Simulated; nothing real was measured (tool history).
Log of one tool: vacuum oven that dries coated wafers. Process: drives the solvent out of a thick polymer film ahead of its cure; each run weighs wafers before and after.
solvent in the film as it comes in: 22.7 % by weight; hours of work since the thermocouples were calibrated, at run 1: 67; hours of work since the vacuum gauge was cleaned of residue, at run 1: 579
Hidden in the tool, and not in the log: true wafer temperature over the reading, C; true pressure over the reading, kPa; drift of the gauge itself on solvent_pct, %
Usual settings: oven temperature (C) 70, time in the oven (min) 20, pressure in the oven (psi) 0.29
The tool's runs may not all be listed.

run,day,oven temperature (C),time in the oven (min),pressure in the oven (psi),hours of work since the thermocouples were calibrated,hours of work since the vacuum gauge was cleaned of residue,solvent left in the film (%)
1,0,70,20,0.29,67,579,3.14
2,0.562,70,20,0.373,78,589,3.3
3,1.246,70,20,0.373,90,602,3.12
4,2.05,60,20,0.373,105,617,8.59
5,2.75,60,20,0.373,118,630,8.44
6,3.225,75,20,0.29,127,639,1.44
7,3.975,60,20,0.29,141,653,8.32
8,4.667,70,20,0.29,154,666,3.06
9,5.454,70,20,0.29,169,680,3.15
10,5.971,70,20,0.29,178,690,2.95
11,6.421,70,20,0.29,187,698,3.01
12,6.779,58,20,0.29,193,705,9.62
13,7.538,58,20,0.29,207,719,9.51
14,7.992,58,20,0.29,216,727,9.56
15,8.812,70,10,0.29,231,743,7.37
16,9.542,70,10,0.29,245,756,7.3
17,10.167,70,31,0.29,256,768,1.46
18,10.738,70,12,0.29,267,779,6.19
19,11.292,70,12,0.29,277,789,6.11
20,11.983,61,20,0.29,290,802,7.88
21,12.612,70,20,0.29,302,814,3.15
22,13.042,70,20,0.29,310,821,3.08
23,13.496,77,20,0.447,318,830,1.19
24,13.833,61,20,0.167,324,836,7.41
25,14.662,69,34,0.909,340,852,2.62
26,15.079,61,14,0.183,348,859,10.07
27,15.854,61,14,0.183,362,874,9.86
28,16.238,63,12,0.419,369,881,10.15
29,16.983,63,12,0.152,383,895,9.66
30,17.592,65,12,0.263,394,906,8.87
31,18.379,67,14,0.29,409,921,6.63
32,18.871,81,13,0.232,418,930,1.19
33,19.258,70,20,0.664,425,937,3.73
34,19.958,70,20,0.664,439,950,3.72
35,20.408,70,28,0.788,447,959,2.71
36,20.812,70,28,0.788,454,966,2.6
37,21.475,70,28,0.788,467,978,2.58
38,21.975,82,16,0.788,476,988,1.25
39,22.471,82,16,0.788,485,997,1.37
40,22.879,65,15,0.643,493,1005,8.13
41,23.642,66,15,0.643,507,1019,7.47
42,24.388,75,15,0.273,521,1033,2.55

Forecast each of these 5 alternatives for the next run:
A,25.108,70,15,0.194,534,1046,?
B,25.108,75,34,0.273,534,1046,?
C,25.108,78,15,0.777,534,1046,?
D,25.108,77,15,0.273,534,1046,?
E,25.108,74,12,0.851,534,1046,?

run,solvent left in the film (%)
A,4.46
B,0.52
C,2.24
D,1.86
E,4.82
Without the tool's hidden state the same runs would have given:
run,solvent left in the film (%)
A,4.44
B,0.52
C,2.23
D,1.85
E,4.81
